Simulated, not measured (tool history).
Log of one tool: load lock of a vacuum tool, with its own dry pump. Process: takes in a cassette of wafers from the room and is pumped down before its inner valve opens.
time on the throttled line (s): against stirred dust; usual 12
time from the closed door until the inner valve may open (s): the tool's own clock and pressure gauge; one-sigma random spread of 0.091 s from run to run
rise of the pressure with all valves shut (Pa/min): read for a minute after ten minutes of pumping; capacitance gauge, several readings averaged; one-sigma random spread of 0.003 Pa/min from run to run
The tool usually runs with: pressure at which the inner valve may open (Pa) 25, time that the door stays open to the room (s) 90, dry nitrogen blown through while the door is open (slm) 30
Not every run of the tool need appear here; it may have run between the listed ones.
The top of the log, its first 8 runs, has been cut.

| run | hour | time on the throttled line (s) | pressure at which the inner valve may open (Pa) | time that the door stays open to the room (s) | dry nitrogen blown through while the door is open (slm) | incoming humidity of the room's air, % | time from the closed door until the inner valve may open (s) | rise of the pressure with all valves shut (Pa/min) |
|---|---|---|---|---|---|---|---|---|
| 9 | 3256.2 | 12 | 25 | 90 | 15 | 44.3 | 21.22 | 0.154 |
| 10 | 3635.4 | 12 | 25 | 90 | 30 | 46.3 | 21.17 | 0.148 |
| 11 | 4202.7 | 12 | 25 | 90 | 30 | 45.1 | 21.41 | 0.150 |
| 12 | 4673.2 | 12 | 25 | 208 | 30 | 45.3 | 21.26 | 0.179 |
| 13 | 5061.4 | 18 | 25 | 208 | 30 | 46.9 | 25.62 | 0.178 |
| 14 | 5621.0 | 12 | 25 | 90 | 30 | 44.5 | 21.44 | 0.175 |
| 15 | 5903.2 | 12 | 25 | 90 | 8 | 44.2 | 21.54 | 0.206 |
| 16 | 6297.3 | 12 | 25 | 90 | 45 | 40.9 | 21.44 | 0.166 |
| 17 | 6684.7 | 12 | 25 | 90 | 30 | 44.7 | 21.32 | 0.180 |
| 18 | 6992.8 | 12 | 25 | 90 | 30 | 45.0 | 21.32 | 0.190 |
| 19 | 7227.2 | 12 | 48 | 45 | 30 | 44.0 | 20.39 | 0.178 |
| 20 | 7724.8 | 12 | 48 | 45 | 30 | 45.4 | 20.54 | 0.191 |
| 21 | 8134.6 | 12 | 25 | 139 | 16 | 44.3 | 21.49 | 0.232 |
| 22 | 8366.3 | 21 | 21 | 90 | 30 | 44.2 | 28.25 | 0.204 |
| 23 | 8625.9 | 12 | 40 | 90 | 30 | 45.6 | 20.90 | 0.212 |
| 24 | 9104.2 | 9 | 26 | 59 | 4 | 43.0 | 19.60 | 0.239 |
| 25 | 9585.6 | 9 | 26 | 59 | 4 | 45.0 | 19.54 | 0.246 |
| 26 | 9829.1 | 9 | 49 | 109 | 15 | 43.8 | 18.56 | 0.256 |
| 27 | 10367.4 | 19 | 32 | 58 | 4 | 45.8 | 26.28 | 0.263 |
| 28 | 10839.1 | 12 | 25 | 163 | 30 | 44.4 | 21.65 | 0.248 |
| 29 | 11365.1 | 8 | 26 | 90 | 30 | 46.4 | 19.09 | 0.250 |

Run 30 has not been measured yet. What should we expect?
| 30 | 11634.2 | 8 | 26 | 90 | 30 | 42.3 | ? | ? |

time from the closed door until the inner valve may open (s): 18.99
rise of the pressure with all valves shut (Pa/min): 0.250
The same run, on a tool lacking any hidden state, would have yielded time from the closed door until the inner valve may open (s) 17.91, rise of the pressure with all valves shut (Pa/min) 0.049.

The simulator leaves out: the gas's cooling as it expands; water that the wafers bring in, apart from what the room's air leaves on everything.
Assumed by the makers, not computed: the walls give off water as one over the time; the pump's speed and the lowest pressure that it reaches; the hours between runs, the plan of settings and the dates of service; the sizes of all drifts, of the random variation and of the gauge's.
